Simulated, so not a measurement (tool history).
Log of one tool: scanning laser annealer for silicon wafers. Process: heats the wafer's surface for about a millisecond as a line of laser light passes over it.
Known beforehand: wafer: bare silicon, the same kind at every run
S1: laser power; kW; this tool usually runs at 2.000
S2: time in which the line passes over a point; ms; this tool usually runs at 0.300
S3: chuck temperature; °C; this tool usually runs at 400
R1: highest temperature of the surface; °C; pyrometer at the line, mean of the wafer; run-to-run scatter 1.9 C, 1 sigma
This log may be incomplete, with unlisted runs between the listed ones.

run,hour,S1,S2,S3,R1
1,0.0,2.000,0.300,400,1145
2,49.1,1.931,0.300,400,1109
3,124.4,2.000,0.311,400,1151
4,209.2,2.000,0.311,400,1149
# hour 240.4: optics aligned, line set to its width
5,274.5,2.000,0.300,385,1117
# hour 304.5: window over the wafer cleaned
6,318.5,2.000,0.300,400,1157
# hour 387.5: optics aligned, line set to its width, once more
7,394.4,2.000,0.300,400,1171
8,445.7,2.000,0.300,400,1166
9,521.2,2.000,0.300,400,1165
10,579.6,2.000,0.300,400,1165
11,618.3,2.000,0.300,400,1155
12,665.5,2.000,0.300,400,1160
13,717.6,2.000,0.300,400,1159
14,778.5,2.000,0.277,400,1126
15,850.0,1.849,0.273,384,1037
16,890.2,1.748,0.282,414,1027
17,960.4,1.748,0.282,414,1022
18,1027.3,1.748,0.282,414,1020
19,1072.9,1.748,0.282,414,1020
# hour 1090.0: window over the wafer cleaned
20,1148.7,1.748,0.282,414,1040
21,1187.6,2.114,0.268,396,1177
22,1239.0,2.000,0.333,400,1203
23,1275.4,1.892,0.255,380,1043
24,1351.3,1.867,0.300,400,1096

Selected run-to-run steps in R1, each split into two signed amounts: the part the tool would show with no hidden state at all (from settings, incoming material and random variation), and the remainder, which goes to the hidden state together with any gauge scatter not common to the measured and the hidden-state-free results:
Unlogged tool condition in this case: light that passes the window, % of a clean one's; laser's true power over the reading, %; width of the line over the set one, %; drift of the gauge itself on peak_c, C.
Run 5 -> 6: S3 385 -> 400, window over the wafer cleaned. R1 +40 °C: hidden state +25, all else +15.
Run 19 -> 20: window over the wafer cleaned. R1 +20 °C: hidden state +18, all else +2.
Run 20 -> 21: S1 1.748 -> 2.114, S2 0.282 -> 0.268, S3 414 -> 396. R1 +137 °C: hidden state +0, all else +137.
Run 22 -> 23: S1 2.000 -> 1.892, S2 0.333 -> 0.255, S3 400 -> 380. R1 -160 °C: hidden state -2, all else -158.
